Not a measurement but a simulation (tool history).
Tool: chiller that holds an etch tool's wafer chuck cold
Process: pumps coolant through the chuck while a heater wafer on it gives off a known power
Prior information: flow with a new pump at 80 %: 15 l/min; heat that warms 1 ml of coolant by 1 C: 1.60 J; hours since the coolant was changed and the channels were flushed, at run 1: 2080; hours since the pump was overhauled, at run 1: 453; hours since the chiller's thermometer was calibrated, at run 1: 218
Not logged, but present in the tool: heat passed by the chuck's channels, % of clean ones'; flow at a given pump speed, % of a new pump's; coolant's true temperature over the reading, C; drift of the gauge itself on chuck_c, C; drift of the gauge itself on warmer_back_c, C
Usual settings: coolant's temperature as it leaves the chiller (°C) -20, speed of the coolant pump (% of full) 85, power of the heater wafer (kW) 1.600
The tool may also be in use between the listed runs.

| run | hour | coolant's temperature as it leaves the chiller (°C) | speed of the coolant pump (% of full) | power of the heater wafer (kW) | hours since the coolant was changed and the channels were flushed | hours since the pump was overhauled | hours since the chiller's thermometer was calibrated | chuck's temperature once it has settled (°C) | how much warmer the coolant comes back (C) |
|---|---|---|---|---|---|---|---|---|---|
| 1 | 0.0 | -20 | 85 | 1.600 | 2080 | 453 | 218 | -8.2 | 3.73 |
| 2 | 14.1 | -20 | 85 | 1.600 | 2094 | 467 | 232 | -8.3 | 3.67 |
| 3 | 33.9 | -20 | 85 | 1.600 | 2114 | 487 | 252 | -8.1 | 3.73 |
| 4 | 54.4 | -13 | 85 | 1.600 | 2134 | 508 | 273 | -1.0 | 3.75 |
| 5 | 85.3 | -13 | 85 | 1.600 | 2165 | 539 | 304 | -1.2 | 3.73 |
| 6 | 105.4 | -20 | 85 | 1.600 | 2185 | 559 | 324 | -8.0 | 3.76 |
| 7 | 133.8 | -20 | 85 | 1.600 | 2213 | 587 | 352 | -8.1 | 3.68 |
| 8 | 166.3 | -20 | 85 | 1.600 | 2246 | 620 | 385 | -8.0 | 3.71 |
| 9 | 197.9 | -20 | 85 | 1.600 | 2277 | 651 | 416 | -8.0 | 3.67 |
| 10 | 229.3 | -20 | 85 | 1.600 | 2309 | 683 | 448 | -7.9 | 3.75 |
| 11 | 251.4 | -20 | 85 | 1.600 | 2331 | 705 | 470 | -8.1 | 3.69 |
| 12 | 266.2 | -20 | 85 | 1.600 | 2346 | 719 | 485 | -8.0 | 3.70 |
| 13 | 284.5 | -20 | 85 | 1.600 | 2364 | 738 | 503 | -8.3 | 3.76 |
| 14 | 301.7 | -20 | 85 | 1.600 | 2381 | 755 | 520 | -8.2 | 3.71 |
| 15 | 331.7 | -20 | 85 | 1.600 | 2411 | 785 | 550 | -8.1 | 3.78 |
| 16 | 350.1 | -20 | 85 | 1.600 | 2430 | 803 | 568 | -8.1 | 3.73 |
| 17 | 365.8 | -20 | 85 | 1.600 | 2445 | 819 | 584 | -8.1 | 3.77 |
| 18 | 379.4 | -20 | 85 | 1.600 | 2459 | 833 | 598 | -8.1 | 3.74 |
| 19 | 393.5 | -15 | 85 | 0.826 | 2473 | 847 | 612 | -8.8 | 1.93 |
| 20 | 425.8 | -20 | 85 | 0.860 | 2505 | 879 | 644 | -13.6 | 1.96 |
| 21 | 442.9 | -20 | 85 | 2.199 | 2523 | 896 | 661 | -3.6 | 5.15 |
| 22 | 468.5 | -23 | 85 | 2.199 | 2548 | 922 | 687 | -6.5 | 5.16 |
| 23 | 501.2 | -26 | 78 | 1.126 | 2581 | 955 | 720 | -17.0 | 2.89 |
| 24 | 522.4 | -26 | 78 | 1.126 | 2602 | 976 | 741 | -16.8 | 2.88 |
| 25 | 537.9 | -20 | 78 | 1.126 | 2617 | 991 | 756 | -11.0 | 2.87 |
| 26 | 551.7 | -20 | 74 | 0.904 | 2631 | 1005 | 770 | -12.3 | 2.50 |
| 27 | 583.6 | -28 | 84 | 1.600 | 2663 | 1037 | 802 | -15.9 | 3.80 |
| 28 | 613.3 | -15 | 85 | 2.248 | 2693 | 1067 | 832 | 1.7 | 5.23 |
| 29 | 641.9 | -23 | 91 | 1.600 | 2722 | 1095 | 860 | -11.7 | 3.45 |
| 30 | 664.3 | -19 | 62 | 2.383 | 2744 | 1118 | 883 | 5.3 | 7.89 |
| 31 | 696.9 | -20 | 85 | 1.605 | 2777 | 1150 | 915 | -7.9 | 3.79 |
| 32 | 715.0 | -20 | 85 | 1.605 | 2795 | 1168 | 933 | -8.1 | 3.75 |
| 33 | 738.8 | -20 | 85 | 2.141 | 2818 | 1192 | 957 | -3.9 | 5.00 |

For some of the steps in chuck's temperature once it has settled (°C) from one run to the next: how much would appear even if the tool had no hidden state, given the settings, what came in and random variation, and how much remains for the hidden state plus any gauge scatter that the measured result and the result without hidden state don't share?
Run 20 -> 21: power of the heater wafer (kW) 0.860 -> 2.199. chuck's temperature once it has settled (°C) +10.0: hidden state +0.5, all else +9.5.
Run 27 -> 28: coolant's temperature as it leaves the chiller (°C) -28 -> -15, speed of the coolant pump (% of full) 84 -> 85, power of the heater wafer (kW) 1.600 -> 2.248. chuck's temperature once it has settled (°C) +17.6: hidden state +0.2, all else +17.4.
Run 28 -> 29: coolant's temperature as it leaves the chiller (°C) -15 -> -23, speed of the coolant pump (% of full) 85 -> 91, power of the heater wafer (kW) 2.248 -> 1.600. chuck's temperature once it has settled (°C) -13.4: hidden state -0.2, all else -13.2.
Run 29 -> 30: coolant's temperature as it leaves the chiller (°C) -23 -> -19, speed of the coolant pump (% of full) 91 -> 62, power of the heater wafer (kW) 1.600 -> 2.383. chuck's temperature once it has settled (°C) +17.0: hidden state +0.6, all else +16.4.
Run 30 -> 31: coolant's temperature as it leaves the chiller (°C) -19 -> -20, speed of the coolant pump (% of full) 62 -> 85, power of the heater wafer (kW) 2.383 -> 1.605. chuck's temperature once it has settled (°C) -13.2: hidden state -0.6, all else -12.6.
